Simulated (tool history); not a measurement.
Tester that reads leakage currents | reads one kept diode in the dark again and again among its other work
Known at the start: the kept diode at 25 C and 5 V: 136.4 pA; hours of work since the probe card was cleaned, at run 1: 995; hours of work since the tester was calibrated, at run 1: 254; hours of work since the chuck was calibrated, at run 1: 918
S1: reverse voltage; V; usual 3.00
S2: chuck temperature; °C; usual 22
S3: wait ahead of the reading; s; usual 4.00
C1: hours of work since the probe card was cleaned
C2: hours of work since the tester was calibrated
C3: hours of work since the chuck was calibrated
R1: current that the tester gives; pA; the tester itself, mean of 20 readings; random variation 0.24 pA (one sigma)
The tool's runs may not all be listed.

run	day	S1	S2	S3	C1	C2	C3	R1
1	0.000	3.00	22	4.00	995	254	918	87.83
2	1.217	3.00	22	4.00	1010	269	933	88.09
3	2.292	3.00	22	4.00	1023	282	946	88.46
4	3.500	3.00	22	4.00	1038	297	960	88.29
5	4.788	3.00	22	4.00	1053	312	976	88.55
6	5.438	3.00	22	4.00	1061	320	984	88.90
7	6.525	3.00	22	4.00	1074	333	997	88.49
8	8.108	3.00	22	9.44	1093	352	1016	89.00
9	9.550	3.00	22	9.44	1111	370	1033	89.53
10	11.108	3.00	22	4.00	1129	389	1052	89.41
11	12.412	3.00	22	1.32	1145	404	1068	89.83
12	13.629	3.00	39	1.32	1160	419	1082	357.52
13	15.096	3.00	36	4.00	1178	437	1100	283.05
14	16.646	3.00	36	6.45	1196	455	1119	283.77
15	17.562	10.35	36	6.45	1207	466	1130	560.17
16	18.492	10.35	51	6.45	1218	478	1141	1735.56
17	19.254	10.35	51	6.45	1228	487	1150	1736.14
18	19.996	3.00	22	4.00	1237	496	1159	90.21
19	20.946	3.00	22	4.00	1248	507	1171	90.60
20	22.012	3.00	22	0.97	1261	520	1184	91.28
21	23.575	5.29	58	0.83	1280	539	1203	2001.94
22	24.629	5.29	58	0.83	1293	552	1215	1997.54
23	26.212	5.29	58	0.83	1312	571	1234	2009.22

The next listed run, before its measurement:
24	27.104	5.29	58	0.83	1322	582	1245	?

R1: 2008.68 pA
Without the tool's hidden state the same run would have given R1 1877.69 pA.

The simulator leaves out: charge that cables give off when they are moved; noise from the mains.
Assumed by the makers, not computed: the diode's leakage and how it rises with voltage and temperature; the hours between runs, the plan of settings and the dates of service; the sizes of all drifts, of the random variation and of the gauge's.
